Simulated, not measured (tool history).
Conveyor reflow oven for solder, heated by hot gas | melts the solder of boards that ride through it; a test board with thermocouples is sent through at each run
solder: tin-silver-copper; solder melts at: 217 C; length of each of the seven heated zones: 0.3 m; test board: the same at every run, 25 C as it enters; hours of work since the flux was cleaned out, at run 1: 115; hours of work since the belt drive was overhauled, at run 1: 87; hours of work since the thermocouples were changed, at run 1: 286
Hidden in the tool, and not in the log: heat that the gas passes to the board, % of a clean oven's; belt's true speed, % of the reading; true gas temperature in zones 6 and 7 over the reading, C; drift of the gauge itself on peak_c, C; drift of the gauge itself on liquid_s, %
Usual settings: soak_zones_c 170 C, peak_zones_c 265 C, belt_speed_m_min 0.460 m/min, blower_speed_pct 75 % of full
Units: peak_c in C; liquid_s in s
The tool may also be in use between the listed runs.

run	hour	soak_zones_c	peak_zones_c	belt_speed_m_min	blower_speed_pct	hours of work since the flux was cleaned out	hours of work since the belt drive was overhauled	hours of work since the thermocouples were changed	peak_c	liquid_s
1	0.0	170	265	0.460	75	115	87	286	247.7	53.8
2	42.6	167	265	0.460	75	133	105	304	247.1	51.5
3	82.1	167	265	0.460	75	150	122	320	247.2	52.2
4	102.9	167	265	0.460	75	159	130	329	247.1	51.5
# hour 117.0: flux residue cleaned out of gas plates and filters
5	152.4	171	265	0.460	75	15	149	348	246.6	53.5
6	197.5	171	265	0.460	75	34	169	367	247.1	53.0
7	238.3	171	265	0.460	75	52	186	385	246.8	52.8
8	287.1	170	265	0.460	88	72	207	405	248.5	54.7
9	317.1	165	265	0.460	75	85	219	418	245.8	49.4
10	357.4	170	265	0.460	75	102	237	435	246.1	51.6
11	399.7	170	265	0.460	75	120	255	453	245.7	51.3
# hour 407.7: flux residue cleaned out of gas plates and filters, once more
12	437.6	170	265	0.472	75	13	269	467	247.6	52.1
13	472.1	170	265	0.472	75	27	283	482	247.1	52.4
14	509.5	170	265	0.472	75	43	299	498	247.3	51.8
15	541.4	170	265	0.460	75	57	313	511	248.4	54.0
16	580.0	170	265	0.460	75	73	329	528	247.9	54.3
17	626.5	170	254	0.460	79	93	349	548	239.1	45.8
18	662.8	173	260	0.408	75	108	364	563	246.9	62.9
19	684.0	173	260	0.408	75	117	373	572	247.1	62.7
20	709.6	173	260	0.408	75	128	384	583	246.5	63.1
21	743.7	173	257	0.375	75	143	399	597	245.6	68.6
22	786.8	170	278	0.391	75	161	417	616	264.0	77.4
# hour 796.3: flux residue cleaned out of gas plates and filters
23	817.3	170	278	0.391	75	9	428	627	264.9	78.0
24	845.1	170	260	0.479	59	21	440	639	239.2	41.8
25	880.4	170	265	0.494	53	36	455	654	239.4	40.5
26	912.9	160	270	0.435	75	50	469	667	252.4	58.6
27	940.9	174	274	0.460	75	62	480	679	256.4	62.6
28	969.3	171	280	0.517	58	74	493	691	251.6	49.7
29	1005.4	161	265	0.462	75	89	508	707	246.6	49.1
30	1041.9	161	265	0.462	75	104	523	722	245.4	49.2
31	1075.4	161	265	0.462	75	119	538	736	245.9	49.5

Forecast each of these 3 alternatives for the next run:
A	1116.1	178	265	0.427	75	136	555	754	?	?
B	1116.1	170	254	0.460	75	136	555	754	?	?
C	1116.1	161	269	0.470	75	136	555	754	?	?

run	peak_c	liquid_s
A	251.0	65.3
B	237.8	43.9
C	247.9	49.9
Without the tool's hidden state the same runs would have given:
run	peak_c	liquid_s
A	252.9	65.9
B	239.8	45.6
C	250.0	51.0
